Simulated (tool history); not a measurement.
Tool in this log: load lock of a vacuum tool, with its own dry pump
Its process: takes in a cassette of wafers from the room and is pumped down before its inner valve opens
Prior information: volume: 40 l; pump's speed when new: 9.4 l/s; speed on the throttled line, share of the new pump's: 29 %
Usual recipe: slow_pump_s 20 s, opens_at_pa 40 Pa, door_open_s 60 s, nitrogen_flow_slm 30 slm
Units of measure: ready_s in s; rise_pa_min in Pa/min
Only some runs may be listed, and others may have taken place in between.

run,hour,slow_pump_s,opens_at_pa,door_open_s,nitrogen_flow_slm,"incoming humidity of the room's air, %",ready_s,rise_pa_min
1,0,20,40,60,30,42.7,47.9,0.023
2,92.8,20,40,60,30,44.8,47.3,0.021
3,158.5,20,40,60,30,45,47.4,0.022
4,245.1,20,40,29,30,42.6,47.7,0.008
5,339.8,20,36,29,30,42.9,48.6,0.015
6,394,20,36,29,30,46.5,47.6,0.014
7,456.1,20,36,29,30,47.3,48.3,0.017
8,511.2,20,79,60,30,47.1,44.6,0.025
9,573.3,20,28,91,30,44.8,48.8,0.031
10,622.3,20,44,145,30,44.7,47.4,0.032
11,721.9,20,37,145,30,48.4,47.8,0.031
12,820.3,20,32,223,7,42.1,49.1,0.065

For run 13, what comes out?
13,863.8,34,32,45,7,42.8,?,?

ready_s: 58.7 s
rise_pa_min: 0.028 Pa/min
On a tool with no hidden condition, and with the same random variation, this run would have come out at ready_s 58.7 s, rise_pa_min 0.027 Pa/min.
